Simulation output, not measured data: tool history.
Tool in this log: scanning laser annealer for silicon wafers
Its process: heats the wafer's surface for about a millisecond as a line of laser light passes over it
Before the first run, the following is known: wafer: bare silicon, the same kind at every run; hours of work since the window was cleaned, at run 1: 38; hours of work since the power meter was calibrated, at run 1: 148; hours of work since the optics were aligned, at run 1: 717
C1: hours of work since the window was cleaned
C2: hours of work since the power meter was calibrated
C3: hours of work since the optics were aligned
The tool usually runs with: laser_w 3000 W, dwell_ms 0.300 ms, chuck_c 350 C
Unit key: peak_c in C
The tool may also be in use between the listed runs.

{"run": 1, "hour": 0.0, "laser_w": 3000, "dwell_ms": 0.3, "chuck_c": 350, "C1": 38, "C2": 148, "C3": 717, "peak_c": 1126}
{"run": 2, "hour": 8.6, "laser_w": 3000, "dwell_ms": 0.3, "chuck_c": 350, "C1": 43, "C2": 153, "C3": 722, "peak_c": 1126}
{"run": 3, "hour": 14.5, "laser_w": 3000, "dwell_ms": 0.3, "chuck_c": 350, "C1": 46, "C2": 156, "C3": 725, "peak_c": 1122}
{"run": 4, "hour": 23.8, "laser_w": 3000, "dwell_ms": 0.3, "chuck_c": 350, "C1": 51, "C2": 161, "C3": 730, "peak_c": 1124}
{"run": 5, "hour": 32.6, "laser_w": 3000, "dwell_ms": 0.3, "chuck_c": 350, "C1": 56, "C2": 166, "C3": 735, "peak_c": 1122}
{"run": 6, "hour": 40.1, "laser_w": 3000, "dwell_ms": 0.3, "chuck_c": 350, "C1": 60, "C2": 170, "C3": 739, "peak_c": 1125}
{"run": 7, "hour": 49.8, "laser_w": 3000, "dwell_ms": 0.278, "chuck_c": 350, "C1": 65, "C2": 175, "C3": 744, "peak_c": 1092}
{"run": 8, "hour": 56.9, "laser_w": 2961, "dwell_ms": 0.3, "chuck_c": 349, "C1": 69, "C2": 179, "C3": 748, "peak_c": 1109}
{"run": 9, "hour": 65.1, "laser_w": 3000, "dwell_ms": 0.243, "chuck_c": 343, "C1": 73, "C2": 183, "C3": 752, "peak_c": 1031}
{"hour": 67.6, "done": "window over the wafer cleaned"}
{"run": 10, "hour": 72.6, "laser_w": 3000, "dwell_ms": 0.271, "chuck_c": 342, "C1": 3, "C2": 186, "C3": 755, "peak_c": 1068}
{"run": 11, "hour": 82.9, "laser_w": 3299, "dwell_ms": 0.295, "chuck_c": 341, "C1": 8, "C2": 192, "C3": 760, "peak_c": 1197}
{"run": 12, "hour": 88.5, "laser_w": 2942, "dwell_ms": 0.3, "chuck_c": 382, "C1": 11, "C2": 195, "C3": 763, "peak_c": 1125}
{"run": 13, "hour": 93.2, "laser_w": 3126, "dwell_ms": 0.215, "chuck_c": 382, "C1": 14, "C2": 197, "C3": 766, "peak_c": 1062}

5 options for the next run, each taken on its own from the tool as it stands now. Forecast them:
{"run": "A", "hour": 97.9, "laser_w": 3067, "dwell_ms": 0.241, "chuck_c": 384, "C1": 16, "C2": 200, "C3": 768, "peak_c": "?"}
{"run": "B", "hour": 97.9, "laser_w": 2879, "dwell_ms": 0.215, "chuck_c": 371, "C1": 16, "C2": 200, "C3": 768, "peak_c": "?"}
{"run": "C", "hour": 97.9, "laser_w": 2582, "dwell_ms": 0.302, "chuck_c": 382, "C1": 16, "C2": 200, "C3": 768, "peak_c": "?"}
{"run": "D", "hour": 97.9, "laser_w": 3000, "dwell_ms": 0.369, "chuck_c": 378, "C1": 16, "C2": 200, "C3": 768, "peak_c": "?"}
{"run": "E", "hour": 97.9, "laser_w": 2723, "dwell_ms": 0.227, "chuck_c": 365, "C1": 16, "C2": 200, "C3": 768, "peak_c": "?"}

run=A peak_c=1082
run=B peak_c=981
run=C peak_c=1009
run=D peak_c=1226
run=E peak_c=945
Take away the tool's hidden state, keep each run's random variation, and the runs would have read:
run=A peak_c=1114
run=B peak_c=1009
run=C peak_c=1038
run=D peak_c=1265
run=E peak_c=972
